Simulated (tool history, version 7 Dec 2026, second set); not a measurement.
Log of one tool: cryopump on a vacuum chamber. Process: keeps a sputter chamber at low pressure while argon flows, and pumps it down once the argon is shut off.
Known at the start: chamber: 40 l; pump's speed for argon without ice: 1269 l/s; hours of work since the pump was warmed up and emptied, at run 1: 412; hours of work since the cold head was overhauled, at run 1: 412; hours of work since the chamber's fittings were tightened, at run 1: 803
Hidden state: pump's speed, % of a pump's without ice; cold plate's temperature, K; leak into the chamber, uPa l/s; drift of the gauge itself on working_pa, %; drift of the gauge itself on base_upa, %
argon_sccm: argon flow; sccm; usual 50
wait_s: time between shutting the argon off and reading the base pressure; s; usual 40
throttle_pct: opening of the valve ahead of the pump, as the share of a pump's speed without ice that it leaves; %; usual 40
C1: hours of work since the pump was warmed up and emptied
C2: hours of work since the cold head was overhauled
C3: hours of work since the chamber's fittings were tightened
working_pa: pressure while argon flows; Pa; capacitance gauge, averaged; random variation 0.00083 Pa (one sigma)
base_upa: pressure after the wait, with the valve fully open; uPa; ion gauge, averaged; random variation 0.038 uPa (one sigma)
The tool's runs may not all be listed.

Run 1, hour 0: usual settings; C1 412; C2 412; C3 803. Result: working_pa 0.1759 Pa, base_upa 2.76 uPa.
Run 2, hour 9.2: usual settings but wait_s 101 s; C1 418; C2 418; C3 809. Result: working_pa 0.1759 Pa, base_upa 1.55 uPa.
Run 3, hour 18.3: usual settings but wait_s 101 s; C1 424; C2 424; C3 815. Result: working_pa 0.1767 Pa, base_upa 1.59 uPa.
Run 4, hour 30.5: usual settings; C1 432; C2 432; C3 823. Result: working_pa 0.177 Pa, base_upa 2.77 uPa.
Run 5, hour 42: usual settings; C1 439; C2 439; C3 830. Result: working_pa 0.1785 Pa, base_upa 2.81 uPa.
Run 6, hour 55.1: usual settings but argon_sccm 23 sccm; C1 448; C2 448; C3 839. Result: working_pa 0.0814 Pa, base_upa 2.83 uPa.
Run 7, hour 71.5: usual settings; C1 458; C2 458; C3 849. Result: working_pa 0.1761 Pa, base_upa 2.8 uPa.
Run 8, hour 83.7: usual settings but wait_s 42 s; C1 466; C2 466; C3 857. Result: working_pa 0.1775 Pa, base_upa 2.73 uPa.
Run 9, hour 93.8: usual settings but wait_s 42 s; C1 473; C2 473; C3 864. Result: working_pa 0.1778 Pa, base_upa 2.78 uPa.
Run 10, hour 107.3: usual settings but wait_s 42 s; C1 481; C2 481; C3 873. Result: working_pa 0.1789 Pa, base_upa 2.63 uPa.
Run 11, hour 121.7: usual settings; C1 491; C2 491; C3 882. Result: working_pa 0.1775 Pa, base_upa 2.83 uPa.
Run 12, hour 132.5: usual settings; C1 498; C2 498; C3 889. Result: working_pa 0.1781 Pa, base_upa 2.84 uPa.
Run 13, hour 141.8: usual settings but argon_sccm 92 sccm, wait_s 44 s, throttle_pct 27 %; C1 504; C2 504; C3 895. Result: working_pa 0.4756 Pa, base_upa 2.68 uPa.
Run 14, hour 150.2: usual settings but argon_sccm 92 sccm, wait_s 44 s, throttle_pct 27 %; C1 509; C2 509; C3 900. Result: working_pa 0.4767 Pa, base_upa 2.71 uPa.
Run 15, hour 161.1: usual settings but argon_sccm 92 sccm, wait_s 44 s, throttle_pct 27 %; C1 516; C2 516; C3 907. Result: working_pa 0.476 Pa, base_upa 2.65 uPa.
Run 16, hour 172.5: usual settings but argon_sccm 36 sccm, wait_s 62 s, throttle_pct 29 %; C1 523; C2 523; C3 915. Result: working_pa 0.1747 Pa, base_upa 2.16 uPa.
Run 17, hour 188.2: usual settings but argon_sccm 30 sccm, wait_s 193 s, throttle_pct 20 %; C1 533; C2 533; C3 925. Result: working_pa 0.2071 Pa, base_upa 1.3 uPa.
Run 18, hour 196.7: usual settings but wait_s 297 s; C1 539; C2 539; C3 930. Result: working_pa 0.1805 Pa, base_upa 1.16 uPa.
Run 19, hour 211.1: usual settings but wait_s 297 s; C1 548; C2 548; C3 939. Result: working_pa 0.1788 Pa, base_upa 1.12 uPa.
Run 20, hour 219.5: usual settings but wait_s 82 s, throttle_pct 30 %; C1 554; C2 554; C3 945. Result: working_pa 0.2342 Pa, base_upa 1.87 uPa.
Run 21, hour 233: usual settings but wait_s 83 s, throttle_pct 52 %; C1 562; C2 562; C3 954. Result: working_pa 0.1412 Pa, base_upa 1.93 uPa.
Run 22, hour 242.3: usual settings but wait_s 83 s, throttle_pct 52 %; C1 568; C2 568; C3 960. Result: working_pa 0.1424 Pa, base_upa 1.89 uPa.
Run 23, hour 250.3: usual settings but wait_s 96 s, throttle_pct 52 %; C1 574; C2 574; C3 965. Result: working_pa 0.1428 Pa, base_upa 1.81 uPa.
Run 24, hour 262.1: usual settings but argon_sccm 23 sccm, wait_s 195 s, throttle_pct 28 %; C1 581; C2 581; C3 972. Result: working_pa 0.1166 Pa, base_upa 1.39 uPa.

5 ways to go on from here, each from the tool as it stands after run 24. What would each give?
Run A, hour 272.7: usual settings but argon_sccm 38 sccm, wait_s 23 s, throttle_pct 28 %; C1 588; C2 588; C3 979. Result: working_pa ?, base_upa ?.
Run B, hour 272.7: usual settings but wait_s 65 s; C1 588; C2 588; C3 979. Result: working_pa ?, base_upa ?.
Run C, hour 272.7: usual settings but argon_sccm 81 sccm, wait_s 195 s, throttle_pct 18 %; C1 588; C2 588; C3 979. Result: working_pa ?, base_upa ?.
Run D, hour 272.7: usual settings but wait_s 245 s; C1 588; C2 588; C3 979. Result: working_pa ?, base_upa ?.
Run E, hour 272.7: usual settings but argon_sccm 36 sccm; C1 588; C2 588; C3 979. Result: working_pa ?, base_upa ?.

run  working_pa  base_upa
  A      0.1927      4.33
  B      0.1802      2.16
  C      0.6205      1.37
  D      0.1791      1.29
  E      0.1297       2.9
Without the tool's hidden state the same runs would have given:
run  working_pa  base_upa
  A       0.182       3.6
  B      0.1662      1.43
  C      0.5979      0.62
  D      0.1653      0.57
  E      0.1197      2.16
